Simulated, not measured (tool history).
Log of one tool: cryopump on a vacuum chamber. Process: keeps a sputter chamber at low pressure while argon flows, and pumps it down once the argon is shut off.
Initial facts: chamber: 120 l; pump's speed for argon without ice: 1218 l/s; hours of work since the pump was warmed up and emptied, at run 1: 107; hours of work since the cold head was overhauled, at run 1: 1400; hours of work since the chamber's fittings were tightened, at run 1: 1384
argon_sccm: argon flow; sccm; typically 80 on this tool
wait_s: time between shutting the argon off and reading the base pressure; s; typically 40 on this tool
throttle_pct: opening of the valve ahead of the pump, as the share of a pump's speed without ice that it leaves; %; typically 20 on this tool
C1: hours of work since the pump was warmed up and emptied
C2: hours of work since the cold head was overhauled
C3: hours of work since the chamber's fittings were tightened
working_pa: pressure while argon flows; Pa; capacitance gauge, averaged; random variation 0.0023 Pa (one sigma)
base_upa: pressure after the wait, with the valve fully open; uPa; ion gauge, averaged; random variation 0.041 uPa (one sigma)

run 1 hour=0.0 | argon_sccm=80 wait_s=40 throttle_pct=20 | C1=107 C2=1400 C3=1384 | working_pa=0.5552 base_upa=2.93
run 2 hour=55.7 | argon_sccm=80 wait_s=40 throttle_pct=20 | C1=130 C2=1423 C3=1408 | working_pa=0.5610 base_upa=3.02
run 3 hour=105.1 | argon_sccm=80 wait_s=40 throttle_pct=20 | C1=151 C2=1444 C3=1428 | working_pa=0.5591 base_upa=2.96
run 4 hour=160.2 | argon_sccm=80 wait_s=40 throttle_pct=20 | C1=174 C2=1467 C3=1452 | working_pa=0.5624 base_upa=2.95
run 5 hour=223.7 | argon_sccm=80 wait_s=40 throttle_pct=20 | C1=201 C2=1494 C3=1478 | working_pa=0.5587 base_upa=2.93
run 6 hour=294.5 | argon_sccm=57 wait_s=40 throttle_pct=20 | C1=230 C2=1524 C3=1508 | working_pa=0.3991 base_upa=3.06
run 7 hour=373.0 | argon_sccm=57 wait_s=40 throttle_pct=20 | C1=263 C2=1557 C3=1541 | working_pa=0.4000 base_upa=3.06
run 8 hour=450.0 | argon_sccm=35 wait_s=225 throttle_pct=21 | C1=296 C2=1589 C3=1573 | working_pa=0.2335 base_upa=1.32
run 9 hour=521.0 | argon_sccm=35 wait_s=225 throttle_pct=21 | C1=326 C2=1619 C3=1603 | working_pa=0.2371 base_upa=1.31
run 10 hour=574.4 | argon_sccm=35 wait_s=225 throttle_pct=21 | C1=348 C2=1641 C3=1626 | working_pa=0.2355 base_upa=1.33
run 11 hour=635.4 | argon_sccm=58 wait_s=56 throttle_pct=43 | C1=374 C2=1667 C3=1651 | working_pa=0.1931 base_upa=2.50
run 12 hour=685.4 | argon_sccm=38 wait_s=136 throttle_pct=15 | C1=395 C2=1688 C3=1672 | working_pa=0.3560 base_upa=1.63

The next listed run, before its measurement:
run 13 hour=729.6 | argon_sccm=38 wait_s=136 throttle_pct=15 | C1=413 C2=1706 C3=1691 | working_pa=? base_upa=?

working_pa: 0.3570 Pa
base_upa: 1.67 uPa
Had the tool carried no hidden state, the very same run would have given working_pa 0.3511 Pa, base_upa 0.89 uPa.
